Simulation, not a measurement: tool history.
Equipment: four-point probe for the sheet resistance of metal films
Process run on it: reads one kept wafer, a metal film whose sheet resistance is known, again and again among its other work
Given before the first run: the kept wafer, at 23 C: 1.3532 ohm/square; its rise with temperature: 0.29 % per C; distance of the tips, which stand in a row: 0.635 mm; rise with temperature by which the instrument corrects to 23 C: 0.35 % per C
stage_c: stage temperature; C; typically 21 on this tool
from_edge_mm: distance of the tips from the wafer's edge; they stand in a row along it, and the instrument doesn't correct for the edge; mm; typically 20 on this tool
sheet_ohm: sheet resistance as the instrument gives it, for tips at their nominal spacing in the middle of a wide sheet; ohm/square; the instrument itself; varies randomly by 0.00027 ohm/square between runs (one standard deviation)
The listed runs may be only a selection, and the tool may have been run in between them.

run,hour,stage_c,from_edge_mm,sheet_ohm
1,0.0,21,20,1.354283
2,35.9,34,20,1.345181
3,60.1,34,20,1.345133
4,89.6,34,10,1.347136
5,125.7,34,5,1.355739
6,140.9,34,5,1.355697
7,173.5,34,5,1.355023
8,196.6,21,20,1.353421
9,223.8,21,3,1.385169
10,245.4,21,20,1.353767
11,277.2,21,20,1.354036
12,301.0,21,20,1.353355
13,316.9,21,20,1.353352
14,340.2,21,20,1.352818
15,365.0,21,20,1.353413
16,394.1,21,20,1.353170
17,418.6,30,20,1.346985
18,437.8,30,20,1.346563
19,457.5,30,20,1.346394
20,492.0,20,7,1.358625
21,507.3,20,13,1.354255
22,526.0,27,13,1.349113
23,541.5,27,13,1.349283
24,572.4,27,13,1.349422
25,604.7,27,13,1.348459
26,621.1,27,13,1.348369
27,648.1,21,7,1.357052
28,669.1,19,8,1.357042
29,703.0,19,8,1.357110
30,732.8,21,9,1.354412
31,767.7,18,8,1.357635
32,783.5,24,16,1.350028
33,818.3,34,72,1.340835
34,851.2,34,72,1.341287
35,880.7,20,19,1.352476
36,913.0,20,19,1.351797

A few steps of sheet_ohm between consecutive runs. Split each: what settings, incoming material and random variation would produce without the hidden state, and what is left over for the hidden state, along with gauge scatter present in only one of the two compared results (measured, and without hidden state):
Hidden state at play: inner tips' distance over the nominal, %; tips' flats over new ones', %; wafer's true temperature over the reading, C; drift of the gauge itself on sheet_ohm, %.
Run 1 -> 2: stage_c 21 -> 34. sheet_ohm -0.009102 ohm/square: hidden state -0.000165, all else -0.008937.
Run 4 -> 5: from_edge_mm 10 -> 5. sheet_ohm +0.008603 ohm/square: hidden state -0.000171, all else +0.008774.
Run 8 -> 9: from_edge_mm 20 -> 3. sheet_ohm +0.031748 ohm/square: hidden state -0.000157, all else +0.031905.
Run 9 -> 10: from_edge_mm 3 -> 20. sheet_ohm -0.031402 ohm/square: hidden state -0.000060, all else -0.031342.
Run 19 -> 20: stage_c 30 -> 20, from_edge_mm 20 -> 7. sheet_ohm +0.012231 ohm/square: hidden state -0.000164, all else +0.012395.

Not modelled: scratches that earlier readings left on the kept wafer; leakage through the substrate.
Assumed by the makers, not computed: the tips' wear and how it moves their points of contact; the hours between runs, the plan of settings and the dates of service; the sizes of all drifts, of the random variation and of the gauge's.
